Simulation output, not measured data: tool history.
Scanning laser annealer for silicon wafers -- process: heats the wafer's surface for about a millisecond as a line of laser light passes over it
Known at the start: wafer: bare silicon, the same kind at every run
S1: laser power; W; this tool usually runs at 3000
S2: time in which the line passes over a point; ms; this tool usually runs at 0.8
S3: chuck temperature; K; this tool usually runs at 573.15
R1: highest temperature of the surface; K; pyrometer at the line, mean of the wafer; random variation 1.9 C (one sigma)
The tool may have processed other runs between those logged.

| run | hour | S1 | S2 | S3 | R1 |
|---|---|---|---|---|---|
| 1 | 0 | 3000 | 0.8 | 573.15 | 1373.15 |
| 2 | 32.2 | 3000 | 0.8 | 573.15 | 1371.15 |
| 3 | 72.5 | 3000 | 0.8 | 573.15 | 1368.15 |
| 4 | 128.7 | 3000 | 0.8 | 573.15 | 1369.15 |
| 5 | 155.2 | 3000 | 0.8 | 573.15 | 1369.15 |
| 6 | 200.7 | 3000 | 0.8 | 573.15 | 1371.15 |
| 7 | 254.2 | 3000 | 0.8 | 573.15 | 1364.15 |
| 8 | 287.5 | 3000 | 0.8 | 573.15 | 1366.15 |
| 9 | 338.3 | 3000 | 0.8 | 573.15 | 1361.15 |
|  | 349 | window over the wafer cleaned |
| 10 | 373.9 | 3000 | 0.8 | 573.15 | 1384.15 |
| 11 | 419.9 | 3000 | 0.8 | 573.15 | 1384.15 |
|  | 427.6 | optics aligned, line set to its width |
| 12 | 482.9 | 3000 | 0.8 | 573.15 | 1379.15 |
| 13 | 523.9 | 3000 | 0.8 | 551.15 | 1355.15 |
|  | 539.2 | optics aligned, line set to its width, once more |
| 14 | 569.8 | 3000 | 0.591 | 551.15 | 1227.15 |
| 15 | 599.7 | 3000 | 0.8 | 603.15 | 1410.15 |
| 16 | 654.6 | 2966 | 0.821 | 542.15 | 1349.15 |
| 17 | 683.9 | 3000 | 0.756 | 566.15 | 1344.15 |
| 18 | 732.5 | 3000 | 0.732 | 542.15 | 1304.15 |
| 19 | 781.6 | 2620 | 0.936 | 602.15 | 1363.15 |
| 20 | 815.7 | 3001 | 0.772 | 603.15 | 1391.15 |
| 21 | 849 | 3001 | 0.772 | 538.15 | 1322.15 |
| 22 | 885.2 | 2990 | 0.561 | 573.15 | 1219.15 |
| 23 | 918.5 | 2990 | 0.561 | 573.15 | 1217.15 |
| 24 | 947.2 | 2990 | 0.561 | 573.15 | 1219.15 |
| 25 | 1003.5 | 3292 | 0.561 | 537.15 | 1250.15 |
| 26 | 1033.5 | 2689 | 0.897 | 596.15 | 1358.15 |
| 27 | 1070.7 | 2689 | 0.578 | 596.15 | 1181.15 |
| 28 | 1099.6 | 2570 | 0.675 | 577.15 | 1188.15 |
| 29 | 1127.5 | 2552 | 0.675 | 577.15 | 1183.15 |

Consider 5 possible next runs. They are alternatives, not a sequence: every one starts from the tool as it was left by run 29. What does each give?
| A | 1178.5 | 3000 | 0.8 | 598.15 | ? |
| B | 1178.5 | 3185 | 0.915 | 562.15 | ? |
| C | 1178.5 | 2753 | 0.8 | 598.15 | ? |
| D | 1178.5 | 2759 | 0.842 | 577.15 | ? |
| E | 1178.5 | 3000 | 0.867 | 573.15 | ? |

| run | R1 |
|---|---|
| A | 1394.15 |
| B | 1476.15 |
| C | 1324.15 |
| D | 1327.15 |
| E | 1407.15 |
Without the tool's unlogged condition, the same runs would have read:
| run | R1 |
|---|---|
| A | 1412.15 |
| B | 1496.15 |
| C | 1340.15 |
| D | 1343.15 |
| E | 1425.15 |
